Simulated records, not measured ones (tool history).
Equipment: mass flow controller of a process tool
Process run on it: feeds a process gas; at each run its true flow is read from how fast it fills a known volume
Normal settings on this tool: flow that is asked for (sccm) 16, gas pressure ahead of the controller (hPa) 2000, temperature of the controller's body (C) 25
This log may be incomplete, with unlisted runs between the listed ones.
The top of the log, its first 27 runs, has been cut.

| run | hour | flow that is asked for (sccm) | gas pressure ahead of the controller (hPa) | temperature of the controller's body (C) | hours of work since the controller was set to zero | hours of work since the controller was changed | true flow (%) |
|---|---|---|---|---|---|---|---|
| 28 | 5380.1 | 5 | 2000 | 40 | 3073 | 3073 | 97.74 |
| 29 | 5503.9 | 4 | 1900 | 22 | 3140 | 3140 | 94.71 |
| 30 | 5692.2 | 8 | 1500 | 27 | 3242 | 3242 | 97.54 |
|  | 5704.6 | controller's zero set anew |
| 31 | 5933.5 | 3 | 2330 | 21 | 124 | 3373 | 91.19 |
| 32 | 6067.9 | 4 | 1890 | 27 | 197 | 3446 | 93.60 |
| 33 | 6205.6 | 14 | 2120 | 27 | 272 | 3521 | 99.11 |
| 34 | 6335.2 | 6 | 1780 | 25 | 342 | 3591 | 95.32 |
|  | 6445.1 | controller's zero set anew, once more |
| 35 | 6617.6 | 16 | 2740 | 24 | 94 | 3744 | 101.00 |
| 36 | 6795.2 | 3 | 1500 | 25 | 190 | 3840 | 98.19 |
| 37 | 6976.0 | 3 | 1500 | 25 | 288 | 3939 | 98.13 |
| 38 | 7203.0 | 3 | 1500 | 26 | 411 | 4062 | 98.16 |
| 39 | 7354.8 | 14 | 2090 | 26 | 494 | 4144 | 100.53 |
| 40 | 7622.3 | 14 | 2090 | 26 | 639 | 4289 | 100.56 |
| 41 | 7765.9 | 6 | 2320 | 21 | 717 | 4367 | 98.47 |
| 42 | 8033.7 | 6 | 2320 | 21 | 862 | 4513 | 98.60 |
| 43 | 8273.6 | 5 | 2480 | 38 | 992 | 4643 | 100.29 |

Run 44, settings as shown, results not yet in. Your forecast:
| 44 | 8444.8 | 20 | 1450 | 38 | 1085 | 4736 | ? |

{"run 44": {"true flow (%)": 102.55}}
Were there no unlogged condition in the tool, this run, its random variation unchanged, would have produced true flow (%) 101.17.
